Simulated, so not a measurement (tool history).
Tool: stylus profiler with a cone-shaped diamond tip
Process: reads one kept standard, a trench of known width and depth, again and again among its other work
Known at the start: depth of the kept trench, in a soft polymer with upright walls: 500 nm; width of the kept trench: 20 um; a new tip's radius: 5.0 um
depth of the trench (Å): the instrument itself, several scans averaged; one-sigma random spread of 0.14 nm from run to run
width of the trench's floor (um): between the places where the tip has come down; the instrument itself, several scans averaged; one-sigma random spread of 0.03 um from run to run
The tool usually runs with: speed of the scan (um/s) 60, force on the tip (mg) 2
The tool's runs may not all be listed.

run	hour	speed of the scan (um/s)	force on the tip (mg)	depth of the trench (Å)	width of the trench's floor (um)
1	0	60	2	5041.7	14.53
2	13.8	60	0.67	5016.4	14.32
3	29.5	60	2	5035.9	14.45
4	44	60	2	5039.4	14.45
5	59.7	24	2	5037.5	14.63
6	68.5	24	2	5039.4	14.61
7	76.2	24	2	5037.9	14.61
# hour 78: height scale calibrated on a step standard
8	92.7	60	2	5039.5	14.41
9	99.6	60	2	5036.9	14.46
10	114.6	75	0.71	5015.3	14.12
11	121.4	35	0.71	5011.4	14.41

Run 12, settings as shown, results not yet in. Your forecast:
12	131.5	177	1.94	?	?

depth of the trench (Å): 5034.3
width of the trench's floor (um): 13.86
With no hidden state in the tool, this same run would have given depth of the trench (Å) 5044.1, width of the trench's floor (um) 14.89.
